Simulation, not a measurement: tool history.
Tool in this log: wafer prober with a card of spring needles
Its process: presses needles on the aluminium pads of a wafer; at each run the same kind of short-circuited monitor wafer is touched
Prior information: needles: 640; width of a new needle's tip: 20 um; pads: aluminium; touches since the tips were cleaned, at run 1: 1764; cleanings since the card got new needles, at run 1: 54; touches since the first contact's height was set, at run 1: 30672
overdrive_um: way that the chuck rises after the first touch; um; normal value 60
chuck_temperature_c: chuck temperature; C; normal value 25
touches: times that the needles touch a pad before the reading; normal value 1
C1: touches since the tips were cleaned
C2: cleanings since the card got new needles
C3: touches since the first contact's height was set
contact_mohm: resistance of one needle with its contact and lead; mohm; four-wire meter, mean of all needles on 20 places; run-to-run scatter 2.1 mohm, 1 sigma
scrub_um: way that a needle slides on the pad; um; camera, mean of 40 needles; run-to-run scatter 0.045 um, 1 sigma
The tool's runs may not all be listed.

Run 1, hour 0.0: usual settings; C1 1764; C2 54; C3 30672. Result: contact_mohm 363 mohm, scrub_um 14.73 um.
At hour 4.9: tips cleaned on abrasive film.
Run 2, hour 8.0: usual settings; C1 1288; C2 55; C3 33967. Result: contact_mohm 346 mohm, scrub_um 14.75 um.
At hour 13.8: tips cleaned on abrasive film.
Run 3, hour 19.1: usual settings but overdrive_um 48 um; C1 2210; C2 56; C3 38571. Result: contact_mohm 502 mohm, scrub_um 11.72 um.
At hour 23.4: tips cleaned on abrasive film.
Run 4, hour 30.2: usual settings but overdrive_um 48 um; C1 2856; C2 57; C3 43151. Result: contact_mohm 525 mohm, scrub_um 11.74 um.
At hour 32.5: tips cleaned on abrasive film.
At hour 41.9: tips cleaned on abrasive film.
Run 5, hour 44.6: usual settings; C1 1124; C2 59; C3 49059. Result: contact_mohm 338 mohm, scrub_um 14.66 um.
At hour 51.7: tips cleaned on abrasive film.
Run 6, hour 60.2: usual settings; C1 3529; C2 60; C3 55518. Result: contact_mohm 446 mohm, scrub_um 14.62 um.
At hour 61.0: tips cleaned on abrasive film.
At hour 70.2: tips cleaned on abrasive film.
Run 7, hour 75.4: usual settings; C1 2184; C2 62; C3 61790. Result: contact_mohm 408 mohm, scrub_um 14.62 um.
At hour 79.9: tips cleaned on abrasive film.
At hour 88.9: tips cleaned on abrasive film.
Run 8, hour 88.9: usual settings; C1 0; C2 64; C3 67338. Result: contact_mohm 259 mohm, scrub_um 14.64 um.
At hour 98.4: tips cleaned on abrasive film.
Run 9, hour 99.0: usual settings; C1 264; C2 65; C3 71506. Result: contact_mohm 271 mohm, scrub_um 14.54 um.
At hour 108.5: tips cleaned on abrasive film.
Run 10, hour 112.0: usual settings; C1 1477; C2 66; C3 76889. Result: contact_mohm 366 mohm, scrub_um 14.63 um.
At hour 117.3: tips cleaned on abrasive film.
Run 11, hour 121.1: usual settings; C1 1599; C2 67; C3 80653. Result: contact_mohm 366 mohm, scrub_um 14.53 um.
At hour 127.6: tips cleaned on abrasive film.
Run 12, hour 129.4: usual settings; C1 766; C2 68; C3 84070. Result: contact_mohm 314 mohm, scrub_um 14.50 um.
At hour 137.3: tips cleaned on abrasive film.
Run 13, hour 145.6: usual settings; C1 3434; C2 69; C3 90760. Result: contact_mohm 471 mohm, scrub_um 14.51 um.
At hour 147.1: tips cleaned on abrasive film.
At hour 156.9: tips cleaned on abrasive film.
Run 14, hour 163.0: usual settings; C1 2536; C2 71; C3 97944. Result: contact_mohm 413 mohm, scrub_um 14.44 um.
At hour 165.9: tips cleaned on abrasive film.
At hour 174.8: tips cleaned on abrasive film.
Run 15, hour 178.4: usual settings; C1 1481; C2 73; C3 104281. Result: contact_mohm 361 mohm, scrub_um 14.46 um.
At hour 184.1: tips cleaned on abrasive film.
Run 16, hour 191.1: usual settings; C1 2904; C2 74; C3 109533. Result: contact_mohm 436 mohm, scrub_um 14.51 um.
At hour 193.4: tips cleaned on abrasive film.
At hour 203.1: tips cleaned on abrasive film.
Run 17, hour 204.8: usual settings but overdrive_um 59 um, chuck_temperature_c 60 C; C1 704; C2 76; C3 115176. Result: contact_mohm 323 mohm, scrub_um 14.08 um.
At hour 212.1: tips cleaned on abrasive film.
Run 18, hour 216.1: usual settings but overdrive_um 50 um, touches 2; C1 1687; C2 77; C3 119857. Result: contact_mohm 355 mohm, scrub_um 11.96 um.

Expected results for the next run?
At hour 222.0: tips cleaned on abrasive film.
Run 19, hour 223.9: usual settings; C1 792; C2 78; C3 123079. Result: contact_mohm ?, scrub_um ?.

{"run 19": {"contact_mohm": 314, "scrub_um": 14.39}}
Were there no unlogged condition in the tool, this run, its random variation unchanged, would have produced contact_mohm 234 mohm, scrub_um 14.87 um.

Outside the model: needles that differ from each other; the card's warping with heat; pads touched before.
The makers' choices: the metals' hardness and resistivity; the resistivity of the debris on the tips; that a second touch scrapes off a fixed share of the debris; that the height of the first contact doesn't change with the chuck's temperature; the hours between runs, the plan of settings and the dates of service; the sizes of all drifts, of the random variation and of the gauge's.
